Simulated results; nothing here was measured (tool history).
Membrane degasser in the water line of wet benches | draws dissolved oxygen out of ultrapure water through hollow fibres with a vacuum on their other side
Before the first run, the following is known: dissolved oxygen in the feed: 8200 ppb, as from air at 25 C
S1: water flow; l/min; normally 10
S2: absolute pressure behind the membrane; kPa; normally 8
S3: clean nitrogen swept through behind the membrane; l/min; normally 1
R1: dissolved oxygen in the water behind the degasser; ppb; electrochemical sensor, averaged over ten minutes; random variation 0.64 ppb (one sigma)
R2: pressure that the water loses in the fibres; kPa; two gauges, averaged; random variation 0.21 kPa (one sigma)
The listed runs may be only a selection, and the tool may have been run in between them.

run     day  S1     S2    S3     R1     R2
  1       0  10      8     1    117  48.19
  2   1.621  10      8     1  117.3  48.35
  3   2.467  10      8     1  116.4  48.61
  4   4.471  14      8     1  167.7  68.23
  5   6.225  10      8  1.33   91.6  48.51
  6   7.392  10      8  1.33   90.9  48.46
  7   9.325  16      8     1  192.5  77.43
  8  10.217  10  13.48     1  241.5  48.31
  9  11.558  10      8  1.35   88.8  48.47
 10  13.233  10      8  0.45  239.7  48.36
 11   14.75  10    5.9     1   69.9  48.23
 12  16.475  10    5.9     1   69.3  48.77
 13  17.458   6   8.47     1   79.6  29.06
 14  19.071   6   5.66  1.57   25.1  29.13
 15  20.767   6   5.66  1.57   25.1  29.24
 16  22.533  16   5.66  1.57   78.5  77.69
 17  24.233   9      8  2.32   48.8  43.92
 18  25.058   9      8  2.32     48  43.88
 19  26.929   9      8  0.46  213.4  43.48
     27.471  -- vacuum gauge calibrated
 20  28.021  16   6.01  2.84   56.4  77.93

Consider 4 possible next runs. They are alternatives, not a sequence: every one starts from the tool as it was left by run 20. What does each give?
  A  28.917  16   5.71     1   ?   ?
  B  28.917  12      8  2.22   ?   ?
  C  28.917  15   15.7  0.96   ?   ?
  D  28.917  10  10.62  1.38   ?   ?

run     R1     R2
  A  108.4  77.58
  B   67.8  58.44
  C  439.7  72.72
  D  133.1  48.59
Take away the tool's hidden state, keep each run's random variation, and the runs would have read:
run     R1     R2
  A  106.5  77.35
  B     67  58.26
  C  437.6   72.5
  D    132  48.44

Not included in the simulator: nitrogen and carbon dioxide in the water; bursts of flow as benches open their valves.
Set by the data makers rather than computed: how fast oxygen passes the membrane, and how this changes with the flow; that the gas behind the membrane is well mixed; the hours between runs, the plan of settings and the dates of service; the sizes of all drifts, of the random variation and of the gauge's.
